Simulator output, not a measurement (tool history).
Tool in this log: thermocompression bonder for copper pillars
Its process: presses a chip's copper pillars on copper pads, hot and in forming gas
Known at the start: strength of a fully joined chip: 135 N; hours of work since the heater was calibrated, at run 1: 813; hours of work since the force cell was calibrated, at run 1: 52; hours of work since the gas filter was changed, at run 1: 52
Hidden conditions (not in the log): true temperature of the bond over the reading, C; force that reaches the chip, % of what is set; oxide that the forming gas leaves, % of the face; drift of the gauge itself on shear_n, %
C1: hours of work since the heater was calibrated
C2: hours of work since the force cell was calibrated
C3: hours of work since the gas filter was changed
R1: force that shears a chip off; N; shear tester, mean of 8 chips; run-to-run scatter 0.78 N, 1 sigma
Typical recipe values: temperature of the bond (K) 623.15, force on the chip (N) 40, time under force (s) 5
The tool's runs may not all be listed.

Run 1, hour 0: usual settings; C1 813; C2 52; C3 52. Result: R1 56.2 N.
Run 2, hour 20: usual settings; C1 821; C2 60; C3 60. Result: R1 54.6 N.
Run 3, hour 46: usual settings; C1 832; C2 72; C3 72. Result: R1 54 N.
Run 4, hour 70.8: usual settings but time under force (s) 12; C1 843; C2 82; C3 82. Result: R1 73.8 N.
Run 5, hour 116.4: usual settings but time under force (s) 12; C1 862; C2 102; C3 102. Result: R1 72.1 N.
At hour 121.6: force cell calibrated.
Run 6, hour 160.2: usual settings but temperature of the bond (K) 611.15, force on the chip (N) 27, time under force (s) 12; C1 880; C2 16; C3 120. Result: R1 46.3 N.
Run 7, hour 197.5: usual settings but temperature of the bond (K) 634.15, force on the chip (N) 36, time under force (s) 8; C1 896; C2 32; C3 136. Result: R1 62.9 N.
Run 8, hour 231.2: usual settings but temperature of the bond (K) 644.15; C1 911; C2 47; C3 150. Result: R1 62.3 N.

Run 9 has not been measured yet. What should we expect?
Run 9, hour 266.6: usual settings but temperature of the bond (K) 596.15, force on the chip (N) 55, time under force (s) 12; C1 926; C2 62; C3 165. Result: R1 ?.

R1: 68.5 N
Take away the tool's hidden state, keep the run-to-run variation as it was, and the same run would have given R1 80.1 N.
